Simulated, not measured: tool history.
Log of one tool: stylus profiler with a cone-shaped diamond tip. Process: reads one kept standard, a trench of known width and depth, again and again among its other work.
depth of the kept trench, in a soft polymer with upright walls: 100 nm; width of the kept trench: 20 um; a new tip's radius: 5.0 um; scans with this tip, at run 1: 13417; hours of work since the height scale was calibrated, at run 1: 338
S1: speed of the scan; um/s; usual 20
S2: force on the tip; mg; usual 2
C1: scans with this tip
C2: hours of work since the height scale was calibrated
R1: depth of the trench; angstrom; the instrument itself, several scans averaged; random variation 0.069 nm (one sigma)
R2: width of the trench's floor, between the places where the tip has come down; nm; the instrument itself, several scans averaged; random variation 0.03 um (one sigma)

Run 1, hour 0: usual settings; C1 13417; C2 338. Result: R1 1012.8 angstrom, R2 17820 nm.
Run 2, hour 50.2: usual settings; C1 13629; C2 376. Result: R1 1011.2 angstrom, R2 17840 nm.
Run 3, hour 121.5: usual settings; C1 13930; C2 431. Result: R1 1012.6 angstrom, R2 17860 nm.
Run 4, hour 206.3: usual settings but S2 1.16 mg; C1 14288; C2 496. Result: R1 1008.7 angstrom, R2 17810 nm.
Run 5, hour 241.9: usual settings but S2 1.16 mg; C1 14439; C2 524. Result: R1 1008.3 angstrom, R2 17820 nm.
Run 6, hour 296: usual settings; C1 14667; C2 565. Result: R1 1012.3 angstrom, R2 17890 nm.
Run 7, hour 353.1: usual settings; C1 14909; C2 609. Result: R1 1013.2 angstrom, R2 17810 nm.
Run 8, hour 402.5: usual settings; C1 15117; C2 647. Result: R1 1011.9 angstrom, R2 17830 nm.
Run 9, hour 458.9: usual settings; C1 15355; C2 691. Result: R1 1011.8 angstrom, R2 17860 nm.
Run 10, hour 499.5: usual settings; C1 15527; C2 722. Result: R1 1012.9 angstrom, R2 17880 nm.
Run 11, hour 537.6: usual settings but S2 3.39 mg; C1 15688; C2 751. Result: R1 1017.9 angstrom, R2 17890 nm.
Run 12, hour 613.6: usual settings but S2 3.39 mg; C1 16009; C2 810. Result: R1 1016.9 angstrom, R2 17880 nm.
Run 13, hour 665.5: usual settings but S2 0.67 mg; C1 16228; C2 850. Result: R1 1006.5 angstrom, R2 17720 nm.
Run 14, hour 720.9: usual settings but S1 10 um/s, S2 5.48 mg; C1 16462; C2 892. Result: R1 1024.5 angstrom, R2 17910 nm.
Run 15, hour 789: usual settings but S1 68 um/s, S2 1.09 mg; C1 16750; C2 945. Result: R1 1007.6 angstrom, R2 17340 nm.
At hour 830.1: height scale calibrated on a step standard.
Run 16, hour 850: usual settings but S1 68 um/s, S2 4.74 mg; C1 17006; C2 15. Result: R1 1022.7 angstrom, R2 17670 nm.
Run 17, hour 892.6: usual settings but S1 8 um/s; C1 17186; C2 48. Result: R1 1012.2 angstrom, R2 17880 nm.
Run 18, hour 942.4: usual settings but S1 12 um/s, S2 4.48 mg; C1 17396; C2 86. Result: R1 1021.4 angstrom, R2 17940 nm.
Run 19, hour 995.2: usual settings but S1 37 um/s, S2 5.22 mg; C1 17619; C2 127. Result: R1 1024.1 angstrom, R2 17800 nm.
Run 20, hour 1076.7: usual settings but S1 37 um/s, S2 5.22 mg; C1 17963; C2 190. Result: R1 1024.6 angstrom, R2 17840 nm.
Run 21, hour 1136.9: usual settings but S1 17 um/s, S2 1.73 mg; C1 18218; C2 236. Result: R1 1010.3 angstrom, R2 17850 nm.

The next listed run, before its measurement:
Run 22, hour 1193.5: usual settings but S1 17 um/s, S2 1.73 mg; C1 18457; C2 279. Result: R1 ?, R2 ?.

Run 22 gave R1 1011.2 angstrom, R2 17870 nm.
Without the tool's hidden state the same run would have given R1 1011.1 angstrom, R2 17900 nm.
